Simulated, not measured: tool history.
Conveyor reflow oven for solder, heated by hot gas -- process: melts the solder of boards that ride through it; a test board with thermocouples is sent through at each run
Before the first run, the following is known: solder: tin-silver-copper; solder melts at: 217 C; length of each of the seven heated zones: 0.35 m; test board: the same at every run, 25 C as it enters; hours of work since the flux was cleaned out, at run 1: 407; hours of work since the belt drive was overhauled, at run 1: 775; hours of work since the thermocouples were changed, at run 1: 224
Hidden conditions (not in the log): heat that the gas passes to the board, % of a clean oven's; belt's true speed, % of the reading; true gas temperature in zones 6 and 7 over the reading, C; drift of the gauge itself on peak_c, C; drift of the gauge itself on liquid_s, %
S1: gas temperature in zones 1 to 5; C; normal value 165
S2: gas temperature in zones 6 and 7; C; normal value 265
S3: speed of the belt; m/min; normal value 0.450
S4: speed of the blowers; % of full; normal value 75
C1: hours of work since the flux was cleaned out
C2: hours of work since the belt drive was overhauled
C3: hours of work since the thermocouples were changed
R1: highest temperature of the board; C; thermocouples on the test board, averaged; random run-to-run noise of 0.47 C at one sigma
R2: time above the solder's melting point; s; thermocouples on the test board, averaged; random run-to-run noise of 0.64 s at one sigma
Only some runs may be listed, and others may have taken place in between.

run,hour,S1,S2,S3,S4,C1,C2,C3,R1,R2
1,0.0,165,265,0.450,75,407,775,224,247.2,62.5
2,8.5,165,265,0.450,75,412,779,229,247.0,61.0
# hour 14.6: flux residue cleaned out of gas plates and filters
3,27.7,165,265,0.450,75,7,787,237,250.5,67.3
4,41.7,165,265,0.450,75,15,795,244,251.2,66.7
5,50.8,165,265,0.450,75,20,799,249,250.7,66.6
6,61.9,165,265,0.450,75,26,805,255,251.4,67.0
7,80.7,165,265,0.450,75,36,816,266,250.9,66.1
8,91.5,165,265,0.450,75,42,822,271,251.3,66.6
9,106.5,165,265,0.450,75,50,830,280,250.2,67.0
10,122.4,176,262,0.485,79,59,838,288,247.1,62.9
11,131.9,176,262,0.485,79,64,844,293,247.7,63.7
12,146.2,176,262,0.485,79,72,851,301,247.2,63.2
13,161.4,176,262,0.485,79,80,860,310,247.7,63.4
14,170.3,174,262,0.485,79,85,865,314,246.1,62.2
15,184.3,152,280,0.496,79,92,872,322,257.5,60.8

For some of the steps in R1 from one run to the next: how much would appear even if the tool had no hidden state, given the settings, what came in and random variation, and how much remains for the hidden state plus any gauge scatter that the measured result and the result without hidden state don't share?
Run 2 -> 3: flux residue cleaned out of gas plates and filters. R1 +3.5 C: hidden state +4.3, all else -0.8.
Run 14 -> 15: S1 174 -> 152, S2 262 -> 280, S3 0.485 -> 0.496. R1 +11.4 C: hidden state -0.2, all else +11.6.
